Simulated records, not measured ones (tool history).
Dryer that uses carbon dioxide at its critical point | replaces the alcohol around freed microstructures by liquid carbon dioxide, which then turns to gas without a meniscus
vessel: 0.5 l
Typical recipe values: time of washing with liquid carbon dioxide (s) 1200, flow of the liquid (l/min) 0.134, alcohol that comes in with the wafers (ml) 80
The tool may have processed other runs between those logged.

run	day	time of washing with liquid carbon dioxide (s)	flow of the liquid (l/min)	alcohol that comes in with the wafers (ml)	alcohol left in the vessel before it's heated (ppm by volume)
1	0	1200	0.134	80	5218
2	0.629	1200	0.089	80	18094
3	1.529	1200	0.219	80	640
4	1.975	1200	0.134	80	5717
5	2.942	1200	0.134	80	5824
6	3.925	1200	0.134	80	5832
7	4.629	1200	0.134	36	2945
8	5.1	1200	0.134	94	7390
9	5.679	1200	0.134	94	7394
# day 6.392: inlet filter changed
10	6.621	1200	0.134	94	4275
11	7.408	1200	0.134	94	4229
12	8.283	1200	0.164	80	1646
13	8.85	1200	0.134	80	4041
14	9.538	1200	0.134	80	4060
15	10.321	1200	0.134	30	1692
16	10.8	1800	0.134	102	1020
17	11.771	1140	0.134	43	2989
18	12.558	1440	0.087	24	3336
19	13.442	1440	0.087	24	3467
20	14.421	1260	0.175	24	547
21	15.438	1260	0.175	24	572
22	16.321	1260	0.107	60	7261
23	16.9	1680	0.195	80	373
24	17.85	780	0.133	49	11252
25	18.858	780	0.133	49	11587
26	19.742	780	0.133	49	11980
27	20.583	780	0.133	49	11978
28	21.05	780	0.133	49	12260
# day 21.446: inlet filter changed
29	21.683	780	0.133	49	8729

Measured result minus the same run's result without the hidden state. Both carry the same run-to-run variation, though not necessarily the same gauge scatter:
Unlogged tool condition in this case: flow that reaches the vessel past the clogged filter, %; alcohol in the recycled carbon dioxide, ppm; drift of the gauge itself on alcohol_ppm, %.
run	alcohol left in the vessel before it's heated (ppm by volume)
1	+1746
2	+4305
3	+395
4	+2226
5	+2409
6	+2550
7	+1377
8	+3421
9	+3519
10	+201
11	+319
12	+303
13	+552
14	+648
15	+406
16	+380
17	+714
18	+735
19	+835
20	+332
21	+361
22	+2224
23	+310
24	+3116
25	+3407
26	+3713
27	+3897
28	+4090
29	+418
